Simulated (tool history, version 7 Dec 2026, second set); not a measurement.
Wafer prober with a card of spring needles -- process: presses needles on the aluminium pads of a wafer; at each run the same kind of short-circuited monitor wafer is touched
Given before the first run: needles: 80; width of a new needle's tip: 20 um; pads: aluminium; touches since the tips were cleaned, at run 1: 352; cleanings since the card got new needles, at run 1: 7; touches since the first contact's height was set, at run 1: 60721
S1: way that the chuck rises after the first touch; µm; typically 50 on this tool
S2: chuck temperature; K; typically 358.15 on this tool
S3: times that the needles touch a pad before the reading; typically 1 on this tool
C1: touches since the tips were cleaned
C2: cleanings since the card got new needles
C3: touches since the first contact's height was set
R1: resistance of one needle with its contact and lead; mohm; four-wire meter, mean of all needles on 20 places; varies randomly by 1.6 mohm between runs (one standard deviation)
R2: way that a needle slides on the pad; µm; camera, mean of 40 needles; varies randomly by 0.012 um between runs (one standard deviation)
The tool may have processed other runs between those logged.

{"run": 1, "day": 0.0, "S1": 50, "S2": 358.15, "S3": 1, "C1": 352, "C2": 7, "C3": 60721, "R1": 171, "R2": 12.14}
{"run": 2, "day": 0.421, "S1": 50, "S2": 313.15, "S3": 1, "C1": 1913, "C2": 7, "C3": 62282, "R1": 176, "R2": 12.1}
{"run": 3, "day": 0.783, "S1": 50, "S2": 313.15, "S3": 1, "C1": 3255, "C2": 7, "C3": 63624, "R1": 182, "R2": 12.13}
{"run": 4, "day": 1.2, "S1": 50, "S2": 313.15, "S3": 1, "C1": 4795, "C2": 7, "C3": 65164, "R1": 189, "R2": 12.12}
{"run": 5, "day": 1.583, "S1": 53, "S2": 313.15, "S3": 1, "C1": 6210, "C2": 7, "C3": 66579, "R1": 191, "R2": 12.85}
{"day": 1.821, "done": "tips cleaned on abrasive film"}
{"run": 6, "day": 1.988, "S1": 53, "S2": 313.15, "S3": 1, "C1": 624, "C2": 8, "C3": 68075, "R1": 163, "R2": 12.84}
{"run": 7, "day": 2.192, "S1": 53, "S2": 313.15, "S3": 1, "C1": 1376, "C2": 8, "C3": 68827, "R1": 170, "R2": 12.84}
{"run": 8, "day": 2.654, "S1": 53, "S2": 313.15, "S3": 3, "C1": 3091, "C2": 8, "C3": 70542, "R1": 165, "R2": 12.82}
{"run": 9, "day": 2.85, "S1": 53, "S2": 313.15, "S3": 3, "C1": 3813, "C2": 8, "C3": 71264, "R1": 162, "R2": 12.84}
{"run": 10, "day": 3.05, "S1": 53, "S2": 313.15, "S3": 3, "C1": 4559, "C2": 8, "C3": 72010, "R1": 163, "R2": 12.84}
{"run": 11, "day": 3.467, "S1": 50, "S2": 358.15, "S3": 1, "C1": 6101, "C2": 8, "C3": 73552, "R1": 204, "R2": 12.1}
{"day": 3.738, "done": "tips cleaned on abrasive film"}
{"run": 12, "day": 3.821, "S1": 50, "S2": 358.15, "S3": 1, "C1": 302, "C2": 9, "C3": 74840, "R1": 167, "R2": 12.06}
{"run": 13, "day": 4.246, "S1": 50, "S2": 358.15, "S3": 1, "C1": 1880, "C2": 9, "C3": 76418, "R1": 182, "R2": 12.08}
{"run": 14, "day": 4.533, "S1": 50, "S2": 358.15, "S3": 1, "C1": 2950, "C2": 9, "C3": 77488, "R1": 190, "R2": 12.05}
{"run": 15, "day": 4.788, "S1": 50, "S2": 358.15, "S3": 1, "C1": 3879, "C2": 9, "C3": 78417, "R1": 195, "R2": 12.06}
{"day": 4.921, "done": "height of the first contact set anew"}
{"run": 16, "day": 5.117, "S1": 46, "S2": 358.15, "S3": 1, "C1": 5056, "C2": 9, "C3": 718, "R1": 204, "R2": 11.31}
{"run": 17, "day": 5.538, "S1": 50, "S2": 358.15, "S3": 1, "C1": 6615, "C2": 9, "C3": 2277, "R1": 201, "R2": 12.32}
{"day": 5.667, "done": "tips cleaned on abrasive film"}
{"run": 18, "day": 5.758, "S1": 50, "S2": 358.15, "S3": 1, "C1": 331, "C2": 10, "C3": 3079, "R1": 167, "R2": 12.29}
{"run": 19, "day": 5.967, "S1": 50, "S2": 358.15, "S3": 1, "C1": 1101, "C2": 10, "C3": 3849, "R1": 176, "R2": 12.3}
{"run": 20, "day": 6.188, "S1": 50, "S2": 317.15, "S3": 1, "C1": 1929, "C2": 10, "C3": 4677, "R1": 174, "R2": 12.28}
{"run": 21, "day": 6.625, "S1": 50, "S2": 358.15, "S3": 2, "C1": 3551, "C2": 10, "C3": 6299, "R1": 181, "R2": 12.28}
{"run": 22, "day": 6.883, "S1": 50, "S2": 358.15, "S3": 2, "C1": 4504, "C2": 10, "C3": 7252, "R1": 182, "R2": 12.28}
{"run": 23, "day": 7.354, "S1": 42, "S2": 339.15, "S3": 3, "C1": 6245, "C2": 10, "C3": 8993, "R1": 182, "R2": 10.31}
{"day": 7.567, "done": "tips cleaned on abrasive film"}
{"run": 24, "day": 7.654, "S1": 42, "S2": 325.15, "S3": 1, "C1": 320, "C2": 11, "C3": 10084, "R1": 167, "R2": 10.3}
{"run": 25, "day": 7.933, "S1": 50, "S2": 358.15, "S3": 2, "C1": 1358, "C2": 11, "C3": 11122, "R1": 172, "R2": 12.27}
{"run": 26, "day": 8.279, "S1": 50, "S2": 358.15, "S3": 2, "C1": 2648, "C2": 11, "C3": 12412, "R1": 178, "R2": 12.25}
{"run": 27, "day": 8.746, "S1": 50, "S2": 396.15, "S3": 1, "C1": 4374, "C2": 11, "C3": 14138, "R1": 200, "R2": 12.26}
{"run": 28, "day": 9.05, "S1": 50, "S2": 396.15, "S3": 1, "C1": 5503, "C2": 11, "C3": 15267, "R1": 203, "R2": 12.28}
{"run": 29, "day": 9.35, "S1": 61, "S2": 344.15, "S3": 1, "C1": 6607, "C2": 11, "C3": 16371, "R1": 185, "R2": 14.97}
{"day": 9.483, "done": "tips cleaned on abrasive film"}
{"run": 30, "day": 9.583, "S1": 61, "S2": 348.15, "S3": 3, "C1": 372, "C2": 12, "C3": 17216, "R1": 155, "R2": 14.96}
{"run": 31, "day": 9.788, "S1": 61, "S2": 348.15, "S3": 3, "C1": 1126, "C2": 12, "C3": 17970, "R1": 159, "R2": 14.92}
{"run": 32, "day": 10.217, "S1": 43, "S2": 348.15, "S3": 1, "C1": 2724, "C2": 12, "C3": 19568, "R1": 199, "R2": 10.51}
{"run": 33, "day": 10.662, "S1": 43, "S2": 348.15, "S3": 1, "C1": 4378, "C2": 12, "C3": 21222, "R1": 210, "R2": 10.52}
{"run": 34, "day": 10.988, "S1": 46, "S2": 301.15, "S3": 1, "C1": 5572, "C2": 12, "C3": 22416, "R1": 203, "R2": 11.25}
{"run": 35, "day": 11.258, "S1": 46, "S2": 351.15, "S3": 1, "C1": 6582, "C2": 12, "C3": 23426, "R1": 218, "R2": 11.23}

Per-run results on a tool with no hidden state, each run keeping its own random variation:
Hidden state at play: debris on the tips, nm; way that the needles fall short of the set height, um; tips' diameter, um; drift of the gauge itself on contact_mohm, %; drift of the gauge itself on scrub_um, %.
run=1 R1=162 R2=12.32
run=2 R1=151 R2=12.28
run=3 R1=149 R2=12.31
run=4 R1=148 R2=12.30
run=5 R1=150 R2=13.03
run=6 R1=153 R2=13.05
run=7 R1=153 R2=13.05
run=8 R1=154 R2=13.03
run=9 R1=151 R2=13.05
run=10 R1=150 R2=13.05
run=11 R1=162 R2=12.31
run=12 R1=160 R2=12.29
run=13 R1=160 R2=12.31
run=14 R1=161 R2=12.28
run=15 R1=161 R2=12.30
run=16 R1=161 R2=11.31
run=17 R1=158 R2=12.32
run=18 R1=160 R2=12.31
run=19 R1=162 R2=12.33
run=20 R1=153 R2=12.31
run=21 R1=162 R2=12.31
run=22 R1=161 R2=12.31
run=23 R1=161 R2=10.33
run=24 R1=158 R2=10.34
run=25 R1=162 R2=12.31
run=26 R1=162 R2=12.29
run=27 R1=167 R2=12.30
run=28 R1=166 R2=12.32
run=29 R1=154 R2=15.01
run=30 R1=153 R2=15.03
run=31 R1=154 R2=14.99
run=32 R1=162 R2=10.58
run=33 R1=162 R2=10.58
run=34 R1=152 R2=11.32
run=35 R1=165 R2=11.30

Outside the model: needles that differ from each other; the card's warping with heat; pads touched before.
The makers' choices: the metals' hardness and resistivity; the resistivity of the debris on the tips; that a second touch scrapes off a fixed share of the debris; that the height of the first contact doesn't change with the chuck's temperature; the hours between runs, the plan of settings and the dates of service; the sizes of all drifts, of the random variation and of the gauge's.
